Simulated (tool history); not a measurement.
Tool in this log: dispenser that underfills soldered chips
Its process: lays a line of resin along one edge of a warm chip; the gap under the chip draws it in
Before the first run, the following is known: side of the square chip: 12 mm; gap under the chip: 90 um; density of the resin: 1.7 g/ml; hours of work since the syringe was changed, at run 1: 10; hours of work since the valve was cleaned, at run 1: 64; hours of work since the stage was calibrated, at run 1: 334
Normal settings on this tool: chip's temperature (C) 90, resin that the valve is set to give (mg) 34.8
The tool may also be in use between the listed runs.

run,day,chip's temperature (C),resin that the valve is set to give (mg),hours of work since the syringe was changed,hours of work since the valve was cleaned,hours of work since the stage was calibrated,time until the resin shows at the far edge (s),resin that the valve gave (mg)
1,0.000,90,34.8,10,64,334,136.9,32.47
# day 0.146: new syringe of resin
2,0.296,90,34.8,2,68,338,107.9,32.41
# day 0.521: dispensing valve cleaned and set on the balance
3,0.879,90,34.8,10,5,346,141.0,34.77
# day 0.992: new syringe of resin
4,1.233,90,34.8,4,10,352,110.6,34.64
5,1.571,88,34.8,9,15,357,143.7,34.34
# day 1.817: new syringe of resin
6,1.954,88,34.8,2,21,362,118.2,34.55
7,2.258,90,44.6,7,25,367,121.4,43.53
# day 2.608: new syringe of resin
8,2.779,90,44.6,3,33,374,104.8,43.42
9,3.242,90,44.6,9,40,381,134.1,42.94
# day 3.421: new syringe of resin
10,3.629,90,34.8,3,45,387,105.8,33.31
11,3.917,102,34.8,7,50,391,72.7,33.18
# day 4.233: new syringe of resin
12,4.392,102,34.8,2,56,398,61.6,33.13
13,4.654,102,34.8,6,60,401,69.8,32.84
14,4.875,90,34.8,10,64,405,131.1,32.58
# day 5.033: new syringe of resin
# day 5.371: dispensing valve cleaned and set on the balance
15,5.454,76,34.8,6,1,413,229.8,34.58
# day 5.862: new syringe of resin
16,5.992,76,34.8,2,9,420,199.1,34.28
17,6.433,76,34.8,8,16,427,253.6,34.18
# day 6.667: new syringe of resin
18,6.850,76,37.5,3,22,433,207.7,36.66
19,7.121,97,31.0,7,26,437,90.9,30.26
20,7.396,97,31.0,11,30,441,101.6,29.97
# day 7.479: new syringe of resin
21,7.775,102,30.1,4,35,446,67.7,29.08
# day 8.271: new syringe of resin
22,8.325,94,31.6,1,43,454,81.6,30.44
23,8.638,94,31.6,5,48,459,97.4,30.49
# day 9.058: new syringe of resin
24,9.146,78,35.3,1,55,466,174.3,33.70
25,9.508,89,35.3,7,60,472,124.1,33.32
26,9.821,99,45.0,11,65,476,89.9,42.48
# day 9.871: new syringe of resin
# day 10.246: dispensing valve cleaned and set on the balance
27,10.342,97,30.4,6,1,483,88.2,30.41
# day 10.721: new syringe of resin
28,10.771,97,30.4,1,8,490,71.8,30.19

A few steps of time until the resin shows at the far edge (s) between consecutive runs. Split each: what settings, incoming material and random variation would produce without the hidden state, and what is left over for the hidden state, along with gauge scatter present in only one of the two compared results (measured, and without hidden state):
Hidden conditions of the tool in this case: resin's viscosity, % of fresh resin's; dose that the valve gives, % of what is set; true chip temperature over the reading, C; drift of the gauge itself on fill_s, %; drift of the gauge itself on given_mg, %.
Run 14 -> 15: chip's temperature (C) 90 -> 76, new syringe of resin, dispensing valve cleaned and set on the balance. time until the resin shows at the far edge (s) +98.7: hidden state -12.9, all else +111.6.
Run 16 -> 17: settings left as they were, no log entry in between. time until the resin shows at the far edge (s) +54.5: hidden state +50.2, all else +4.3.
Run 17 -> 18: resin that the valve is set to give (mg) 34.8 -> 37.5, new syringe of resin. time until the resin shows at the far edge (s) -45.9: hidden state -46.6, all else +0.7.
Run 18 -> 19: chip's temperature (C) 76 -> 97, resin that the valve is set to give (mg) 37.5 -> 31.0. time until the resin shows at the far edge (s) -116.8: hidden state +23.4, all else -140.2.
